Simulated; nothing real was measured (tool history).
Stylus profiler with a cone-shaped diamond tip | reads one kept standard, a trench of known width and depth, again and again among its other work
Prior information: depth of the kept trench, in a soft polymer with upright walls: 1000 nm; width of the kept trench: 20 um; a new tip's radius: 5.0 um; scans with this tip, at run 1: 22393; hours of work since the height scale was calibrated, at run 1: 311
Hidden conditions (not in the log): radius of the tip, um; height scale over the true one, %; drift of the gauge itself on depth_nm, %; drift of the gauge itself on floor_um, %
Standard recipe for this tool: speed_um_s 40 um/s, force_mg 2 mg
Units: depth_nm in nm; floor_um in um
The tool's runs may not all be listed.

| run | day | speed_um_s | force_mg | scans with this tip | hours of work since the height scale was calibrated | depth_nm | floor_um |
|---|---|---|---|---|---|---|---|
| 1 | 0 | 40 | 2 | 22393 | 311 | 1009.77 | 11.57 |
| 2 | 3.012 | 40 | 1.56 | 22796 | 350 | 1008.46 | 11.45 |
| 3 | 6.471 | 40 | 1.56 | 23259 | 395 | 1008.36 | 11.47 |
| 4 | 11.167 | 40 | 0.84 | 23887 | 456 | 1006.33 | 11.34 |
| 5 | 15 | 40 | 0.84 | 24400 | 506 | 1006.72 | 11.28 |
| 6 | 18.967 | 40 | 0.84 | 24931 | 558 | 1006.66 | 11.16 |
| 7 | 21.929 | 40 | 0.84 | 25327 | 597 | 1006.94 | 11.26 |
| 8 | 24.492 | 98 | 2 | 25670 | 630 | 1010.32 | 11.09 |
| 9 | 28.354 | 98 | 2 | 26186 | 680 | 1010.88 | 11.05 |
| 10 | 31.671 | 98 | 2 | 26630 | 724 | 1011.29 | 10.97 |
| 11 | 34.05 | 98 | 2 | 26948 | 755 | 1010.99 | 10.99 |
| 12 | 38.858 | 40 | 2 | 27591 | 817 | 1011.38 | 11.1 |
| 13 | 43.329 | 40 | 2 | 28189 | 876 | 1011.8 | 11.09 |
| 14 | 48.067 | 40 | 2 | 28823 | 937 | 1011.91 | 11.01 |
| 15 | 50.708 | 52 | 2 | 29176 | 972 | 1012.4 | 10.92 |
| 16 | 53.062 | 52 | 2 | 29491 | 1003 | 1011.71 | 10.92 |
| 17 | 55.688 | 52 | 2 | 29843 | 1037 | 1012.05 | 10.89 |
|  | 56.038 | height scale calibrated on a step standard |
| 18 | 60.475 | 40 | 0.77 | 30480 | 58 | 1009.4 | 10.73 |
| 19 | 63.283 | 40 | 0.77 | 30856 | 94 | 1009.36 | 10.74 |
| 20 | 65.446 | 22 | 2 | 31145 | 123 | 1013.65 | 10.89 |
| 21 | 68.883 | 40 | 2.35 | 31605 | 168 | 1015.08 | 10.8 |
| 22 | 72.262 | 40 | 2.35 | 32057 | 212 | 1015.04 | 10.68 |
| 23 | 75.708 | 42 | 0.77 | 32518 | 256 | 1010.02 | 10.56 |
| 24 | 78.912 | 40 | 4.53 | 32946 | 298 | 1020.6 | 10.74 |
|  | 80.646 | height scale calibrated on a step standard, once more |
| 25 | 81.946 | 42 | 1.03 | 33349 | 17 | 1005.34 | 10.56 |
| 26 | 85.342 | 57 | 4.14 | 33804 | 61 | 1013.59 | 10.59 |
| 27 | 89.725 | 24 | 2 | 34390 | 118 | 1008.72 | 10.61 |
| 28 | 93.871 | 24 | 2 | 34944 | 172 | 1009.01 | 10.53 |
| 29 | 97.2 | 24 | 2 | 35390 | 216 | 1009.27 | 10.54 |
| 30 | 100.167 | 24 | 2 | 35787 | 255 | 1008.89 | 10.48 |
| 31 | 102.933 | 26 | 2 | 36157 | 291 | 1009.23 | 10.48 |
| 32 | 105.208 | 13 | 1.84 | 36461 | 320 | 1009.26 | 10.49 |
| 33 | 108.612 | 43 | 1.68 | 36917 | 365 | 1008.83 | 10.38 |
| 34 | 111.3 | 103 | 1.63 | 37276 | 400 | 1008.38 | 10.04 |
| 35 | 114.092 | 19 | 1.87 | 37649 | 436 | 1009.6 | 10.37 |
|  | 116.988 | new tip fitted, height scale calibrated |
| 36 | 117.421 | 19 | 1.87 | 57 | 6 | 1008.46 | 13.84 |
| 37 | 122.338 | 19 | 1.87 | 715 | 70 | 1008.88 | 13.8 |
| 38 | 126.058 | 14 | 2 | 1213 | 118 | 1009.52 | 13.79 |

Run 39 comes next. What will it give?
| 39 | 128.092 | 11 | 2.33 | 1485 | 145 | ? | ? |

{"run 39": {"depth_nm": 1010.25, "floor_um": 13.72}}
With no hidden state in the tool, this same run would have given depth_nm 1009.35 nm, floor_um 13.96 um.

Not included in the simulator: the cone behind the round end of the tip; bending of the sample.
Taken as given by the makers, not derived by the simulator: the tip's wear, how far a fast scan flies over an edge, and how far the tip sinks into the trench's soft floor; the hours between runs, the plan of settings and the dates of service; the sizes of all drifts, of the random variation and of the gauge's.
